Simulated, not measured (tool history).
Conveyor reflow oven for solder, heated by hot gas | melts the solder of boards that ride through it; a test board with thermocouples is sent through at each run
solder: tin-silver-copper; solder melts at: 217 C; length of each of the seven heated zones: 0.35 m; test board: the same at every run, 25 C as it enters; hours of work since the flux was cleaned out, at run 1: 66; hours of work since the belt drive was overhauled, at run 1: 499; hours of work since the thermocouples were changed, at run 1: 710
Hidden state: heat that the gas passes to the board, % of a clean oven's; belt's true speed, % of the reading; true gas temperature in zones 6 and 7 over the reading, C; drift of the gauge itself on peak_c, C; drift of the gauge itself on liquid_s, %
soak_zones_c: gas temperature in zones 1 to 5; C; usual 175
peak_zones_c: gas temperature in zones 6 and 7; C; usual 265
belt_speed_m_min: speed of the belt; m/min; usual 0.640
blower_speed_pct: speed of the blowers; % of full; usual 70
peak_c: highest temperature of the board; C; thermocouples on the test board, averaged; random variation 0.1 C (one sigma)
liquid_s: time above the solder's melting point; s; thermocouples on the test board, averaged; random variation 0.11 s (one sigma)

run,hour,soak_zones_c,peak_zones_c,belt_speed_m_min,blower_speed_pct,hours of work since the flux was cleaned out,hours of work since the belt drive was overhauled,hours of work since the thermocouples were changed,peak_c,liquid_s
1,0.0,175,265,0.640,70,66,499,710,248.4,46.8
2,14.0,175,265,0.640,70,76,508,719,248.3,46.3
3,29.7,175,265,0.640,70,86,518,729,248.2,46.6
4,51.6,175,265,0.640,70,100,533,743,248.1,46.2
5,62.7,175,261,0.640,70,107,540,750,244.7,43.9
6,79.0,175,261,0.640,70,118,550,761,244.6,43.7
7,92.4,175,261,0.640,70,127,559,770,244.6,43.5
8,112.8,175,253,0.640,70,140,572,783,237.7,37.6
9,125.6,175,253,0.640,70,148,581,791,237.7,37.6
10,142.6,175,265,0.640,70,159,592,802,247.7,46.1
11,162.2,175,265,0.640,70,172,604,815,247.6,45.8
12,179.6,175,265,0.640,70,183,616,827,247.6,45.7
13,202.2,175,265,0.640,71,198,631,841,247.5,45.8
14,220.7,175,265,0.640,70,210,643,853,247.0,45.7
# hour 236.8: flux residue cleaned out of gas plates and filters
15,244.2,168,265,0.640,70,5,655,865,247.9,44.5
16,264.3,160,265,0.529,70,18,668,878,252.7,56.9
17,285.1,160,264,0.529,74,31,681,892,252.7,57.3
18,302.2,160,264,0.529,74,43,692,903,252.7,57.1
19,314.8,160,264,0.529,74,51,701,911,252.5,57.1
20,325.2,183,253,0.761,81,58,707,918,237.7,33.4
# hour 331.2: belt drive overhauled, speed set with a stopwatch
21,352.6,175,265,0.640,71,73,14,933,249.4,48.1
# hour 358.5: thermocouples of zones 6 and 7 changed
22,377.8,185,257,0.640,62,88,29,13,240.9,44.6
# hour 387.6: belt drive overhauled, speed set with a stopwatch, once more
23,398.1,160,265,0.562,60,98,7,23,245.2,45.7
24,415.9,160,265,0.562,60,110,18,35,245.3,45.6
25,435.8,175,265,0.647,54,123,31,48,241.2,38.4
26,455.6,175,265,0.647,54,136,44,61,241.1,38.4
27,467.1,175,265,0.647,54,143,52,68,240.9,38.2
28,487.9,180,276,0.627,74,157,65,82,258.1,55.0
29,508.8,177,265,0.532,82,170,79,95,254.0,62.8
30,526.4,177,273,0.541,82,182,90,107,260.6,65.5

Measured less the same run without the tool's hidden state. The same run-to-run variation is in both; the gauge's scatter may not be:
run,peak_c,liquid_s
1,+0.7,+0.8
2,+0.6,+0.7
3,+0.5,+0.7
4,+0.4,+0.5
5,+0.4,+0.5
6,+0.3,+0.4
7,+0.3,+0.4
8,+0.2,+0.2
9,+0.2,+0.1
10,+0.0,+0.2
11,-0.1,+0.0
12,-0.2,+0.0
13,-0.3,-0.1
14,-0.5,-0.2
15,+1.7,+1.9
16,+1.6,+1.9
17,+1.5,+1.8
18,+1.4,+1.8
19,+1.4,+1.7
20,+1.1,+1.3
21,+1.4,+2.0
22,-0.1,+0.9
23,-1.0,-1.1
24,-1.1,-1.2
25,-1.2,-1.3
26,-1.3,-1.4
27,-1.3,-1.5
28,-1.6,-1.0
29,-1.3,-1.1
30,-1.5,-0.9
